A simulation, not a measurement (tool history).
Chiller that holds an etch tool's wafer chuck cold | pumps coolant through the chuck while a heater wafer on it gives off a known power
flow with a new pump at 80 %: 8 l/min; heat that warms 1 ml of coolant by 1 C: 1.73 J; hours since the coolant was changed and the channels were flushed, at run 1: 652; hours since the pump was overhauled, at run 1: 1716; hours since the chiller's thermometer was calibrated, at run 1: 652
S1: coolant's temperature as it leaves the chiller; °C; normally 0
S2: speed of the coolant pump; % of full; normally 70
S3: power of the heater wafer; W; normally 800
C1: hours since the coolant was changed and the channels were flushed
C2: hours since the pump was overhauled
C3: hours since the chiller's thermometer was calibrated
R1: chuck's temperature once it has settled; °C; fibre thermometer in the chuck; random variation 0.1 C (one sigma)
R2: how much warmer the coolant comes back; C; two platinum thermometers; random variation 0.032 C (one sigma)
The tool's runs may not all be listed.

run,hour,S1,S2,S3,C1,C2,C3,R1,R2
1,0,0,70,800,652,1716,652,8.4,4.21
2,34.7,0,70,800,687,1751,687,8.5,4.18
3,72.9,0,70,800,725,1789,725,8.5,4.13
4,100.2,0,70,405,753,1817,753,4.3,2.15
5,130.5,0,70,405,783,1847,783,4.4,2.12
6,162.1,0,70,405,814,1879,814,4.3,2.04
7,200.4,0,70,405,853,1917,853,4.5,2.13
8,219.2,0,70,405,872,1936,872,4.4,2.14
9,239.1,0,70,405,891,1955,891,4.5,2.1
10,257.2,0,70,405,910,1974,910,4.5,2.15
11,291.5,0,71,800,944,2008,944,8.5,4.07
12,320,0,71,800,972,2036,972,8.5,4.14
13,350.2,0,71,800,1003,2067,1003,8.5,4.12
14,370.1,0,70,800,1022,2086,1022,8.6,4.24
15,410.9,0,70,504,1063,2127,1063,5.7,2.67
16,451.9,0,70,504,1104,2168,1104,5.4,2.62
17,494.4,0,70,1008,1147,2211,1147,11,5.29
18,525,0,70,800,1177,2241,1177,8.7,4.16
19,556.7,3,62,897,1209,2273,1209,14,5.42
20,588.1,-1,60,468,1240,2305,1240,5.1,2.97
21,632.4,-1,60,468,1285,2349,1285,5.2,2.94
22,665.1,-1,60,468,1317,2381,1317,5.1,2.94
23,701.4,-1,86,988,1354,2418,1354,7.6,4.08
24,722.5,-1,86,988,1375,2439,1375,7.7,4.05
25,746.2,9,88,771,1398,2463,1398,15.5,3.11
26,766.6,8,70,800,1419,2483,1419,16.9,4.23
27,789.6,10,87,594,1442,2506,1442,15.2,2.47
28,832.9,0,70,1138,1485,2549,1485,12.6,6.02
29,865.8,-8,91,459,1518,2582,1518,-4,1.82
30,910.4,8,70,652,1563,2627,1563,15.3,3.48
31,937.6,8,84,786,1590,2654,1590,15.2,3.42

Some steps in R1 between neighbouring runs. How much of each would the tool show without its hidden state too (settings, what came in, random variation), and how much is left for the hidden state, with any gauge scatter that isn't in both results?
The tool's hidden condition here consists of: heat passed by the chuck's channels, % of clean ones'; flow at a given pump speed, % of a new pump's; coolant's true temperature over the reading, C; drift of the gauge itself on chuck_c, C; drift of the gauge itself on warmer_back_c, C.
Run 16 -> 17: S3 504 -> 1008. R1 +5.6 °C: hidden state +0.3, all else +5.3.
Run 19 -> 20: S1 3 -> -1, S2 62 -> 60, S3 897 -> 468. R1 -8.9 °C: hidden state -0.3, all else -8.6.
Run 27 -> 28: S1 10 -> 0, S2 87 -> 70, S3 594 -> 1138. R1 -2.6 °C: hidden state +0.5, all else -3.1.
Run 28 -> 29: S1 0 -> -8, S2 70 -> 91, S3 1138 -> 459. R1 -16.6 °C: hidden state -0.6, all else -16.
Run 29 -> 30: S1 -8 -> 8, S2 91 -> 70, S3 459 -> 652. R1 +19.3 °C: hidden state +0.3, all else +19.
